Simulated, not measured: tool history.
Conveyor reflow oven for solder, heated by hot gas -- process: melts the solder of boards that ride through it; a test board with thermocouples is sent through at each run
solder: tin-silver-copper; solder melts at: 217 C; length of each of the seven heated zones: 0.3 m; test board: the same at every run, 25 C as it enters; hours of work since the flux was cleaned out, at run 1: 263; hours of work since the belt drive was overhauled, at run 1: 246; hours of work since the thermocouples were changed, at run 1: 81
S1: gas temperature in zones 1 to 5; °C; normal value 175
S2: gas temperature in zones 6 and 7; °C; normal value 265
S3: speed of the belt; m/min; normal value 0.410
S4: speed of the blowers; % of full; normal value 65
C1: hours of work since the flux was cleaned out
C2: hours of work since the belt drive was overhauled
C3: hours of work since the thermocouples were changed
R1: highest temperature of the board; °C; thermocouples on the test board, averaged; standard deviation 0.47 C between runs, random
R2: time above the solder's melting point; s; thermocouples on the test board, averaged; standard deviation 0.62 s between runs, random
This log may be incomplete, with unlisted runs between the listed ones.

| run | hour | S1 | S2 | S3 | S4 | C1 | C2 | C3 | R1 | R2 |
|---|---|---|---|---|---|---|---|---|---|---|
| 1 | 0.0 | 175 | 265 | 0.410 | 65 | 263 | 246 | 81 | 246.2 | 59.3 |
| 2 | 12.2 | 179 | 265 | 0.410 | 65 | 272 | 255 | 90 | 246.8 | 62.1 |
| 3 | 22.8 | 175 | 265 | 0.449 | 65 | 280 | 263 | 98 | 243.3 | 49.5 |
| 4 | 28.7 | 175 | 265 | 0.449 | 65 | 285 | 268 | 102 | 242.0 | 49.1 |
| 5 | 39.9 | 175 | 265 | 0.410 | 65 | 293 | 276 | 111 | 244.9 | 58.7 |
| 6 | 47.1 | 174 | 265 | 0.410 | 65 | 299 | 282 | 116 | 246.1 | 58.0 |
| 7 | 58.4 | 175 | 265 | 0.432 | 65 | 307 | 290 | 125 | 244.0 | 53.6 |
| 8 | 68.6 | 175 | 265 | 0.453 | 65 | 315 | 298 | 133 | 242.0 | 49.1 |
| 9 | 77.7 | 175 | 265 | 0.410 | 65 | 322 | 305 | 140 | 246.2 | 59.2 |
| 10 | 87.2 | 175 | 265 | 0.410 | 65 | 329 | 312 | 147 | 245.7 | 58.6 |
| 11 | 95.8 | 175 | 265 | 0.410 | 65 | 336 | 319 | 154 | 245.5 | 58.6 |
| 12 | 105.1 | 175 | 265 | 0.410 | 65 | 343 | 326 | 161 | 244.8 | 58.9 |
| 13 | 111.8 | 175 | 265 | 0.410 | 65 | 348 | 331 | 166 | 244.4 | 58.6 |
|  | 117.9 | flux residue cleaned out of gas plates and filters |
| 14 | 124.1 | 175 | 265 | 0.410 | 65 | 5 | 337 | 172 | 244.4 | 58.0 |
| 15 | 131.2 | 175 | 265 | 0.410 | 78 | 10 | 342 | 177 | 248.2 | 62.2 |
| 16 | 140.7 | 175 | 265 | 0.410 | 78 | 17 | 349 | 184 | 248.6 | 61.0 |
| 17 | 148.1 | 175 | 270 | 0.410 | 77 | 23 | 355 | 190 | 252.0 | 65.2 |
| 18 | 155.4 | 172 | 259 | 0.410 | 65 | 29 | 361 | 195 | 239.3 | 48.6 |
|  | 166.4 | flux residue cleaned out of gas plates and filters, once more |
| 19 | 167.6 | 184 | 257 | 0.410 | 61 | 1 | 366 | 201 | 242.8 | 62.5 |
| 20 | 178.5 | 184 | 257 | 0.410 | 61 | 9 | 374 | 209 | 241.9 | 61.0 |
| 21 | 185.2 | 184 | 263 | 0.487 | 61 | 14 | 380 | 214 | 242.8 | 47.9 |
| 22 | 194.1 | 175 | 265 | 0.385 | 65 | 21 | 386 | 221 | 250.1 | 69.9 |
| 23 | 201.1 | 163 | 266 | 0.410 | 65 | 27 | 392 | 227 | 246.8 | 57.2 |
| 24 | 210.1 | 186 | 269 | 0.428 | 65 | 33 | 399 | 233 | 252.9 | 67.1 |
| 25 | 217.7 | 167 | 265 | 0.448 | 51 | 39 | 404 | 239 | 238.6 | 39.5 |
| 26 | 225.9 | 167 | 265 | 0.462 | 68 | 45 | 411 | 245 | 244.0 | 46.9 |

Run 27 comes next. What will it give?
| 27 | 231.2 | 168 | 265 | 0.396 | 80 | 50 | 415 | 250 | ? | ? |

{"run 27": {"R1": 252.1, "R2": 66.0}}
Take away the tool's hidden state, keep the run-to-run variation as it was, and the same run would have given R1 252.1 °C, R2 65.6 s.
